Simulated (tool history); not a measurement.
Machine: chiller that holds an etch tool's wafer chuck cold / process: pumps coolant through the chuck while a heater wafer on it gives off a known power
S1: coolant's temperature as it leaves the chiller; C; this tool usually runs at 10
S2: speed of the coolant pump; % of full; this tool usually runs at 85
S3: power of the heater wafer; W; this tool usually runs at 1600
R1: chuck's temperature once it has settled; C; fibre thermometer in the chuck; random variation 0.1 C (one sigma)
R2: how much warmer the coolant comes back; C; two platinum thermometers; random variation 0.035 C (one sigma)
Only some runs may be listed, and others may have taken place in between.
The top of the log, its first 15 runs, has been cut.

{"run": 16, "day": 32.7, "S1": 10, "S2": 85, "S3": 2265, "R1": 27.7, "R2": 9.28}
{"run": 17, "day": 34.842, "S1": 13, "S2": 85, "S3": 1624, "R1": 25.7, "R2": 6.62}
{"run": 18, "day": 36.662, "S1": 10, "S2": 82, "S3": 1012, "R1": 18.3, "R2": 4.25}
{"run": 19, "day": 38.25, "S1": 10, "S2": 82, "S3": 1012, "R1": 18.4, "R2": 4.26}
{"run": 20, "day": 40.796, "S1": 10, "S2": 71, "S3": 1600, "R1": 24.6, "R2": 7.69}
{"run": 21, "day": 42.738, "S1": 14, "S2": 85, "S3": 1434, "R1": 25.3, "R2": 5.92}
{"run": 22, "day": 44.512, "S1": 10, "S2": 64, "S3": 1060, "R1": 20.5, "R2": 5.74}
{"run": 23, "day": 46.804, "S1": 7, "S2": 73, "S3": 1060, "R1": 16.5, "R2": 5.08}
{"run": 24, "day": 48.454, "S1": 10, "S2": 68, "S3": 1600, "R1": 25.3, "R2": 8.16}
{"run": 25, "day": 50.346, "S1": 10, "S2": 68, "S3": 1600, "R1": 25.1, "R2": 8.18}
{"run": 26, "day": 52.121, "S1": 9, "S2": 85, "S3": 1317, "R1": 19.5, "R2": 5.38}
{"run": 27, "day": 54.475, "S1": 9, "S2": 85, "S3": 1317, "R1": 19.8, "R2": 5.43}
{"run": 28, "day": 56.192, "S1": 9, "S2": 85, "S3": 1317, "R1": 19.8, "R2": 5.35}
{"run": 29, "day": 58.879, "S1": 13, "S2": 85, "S3": 1304, "R1": 23.5, "R2": 5.38}
{"run": 30, "day": 61.133, "S1": 13, "S2": 76, "S3": 1184, "R1": 23.6, "R2": 5.44}
{"run": 31, "day": 62.471, "S1": 18, "S2": 68, "S3": 1488, "R1": 32.3, "R2": 7.74}
{"run": 32, "day": 65.2, "S1": 10, "S2": 67, "S3": 1081, "R1": 20.6, "R2": 5.61}

Below are 3 alternative next runs, each starting from the tool's condition after run 32. Predict each:
{"run": "A", "day": 67.042, "S1": 18, "S2": 67, "S3": 1228, "R1": "?", "R2": "?"}
{"run": "B", "day": 67.042, "S1": 18, "S2": 66, "S3": 1081, "R1": "?", "R2": "?"}
{"run": "C", "day": 67.042, "S1": 14, "S2": 85, "S3": 938, "R1": "?", "R2": "?"}

run=A R1=30.0 R2=6.37
run=B R1=28.7 R2=5.70
run=C R1=21.8 R2=3.90
Without the tool's hidden state the same runs would have given:
run=A R1=28.9 R2=6.03
run=B R1=27.7 R2=5.40
run=C R1=20.9 R2=3.70
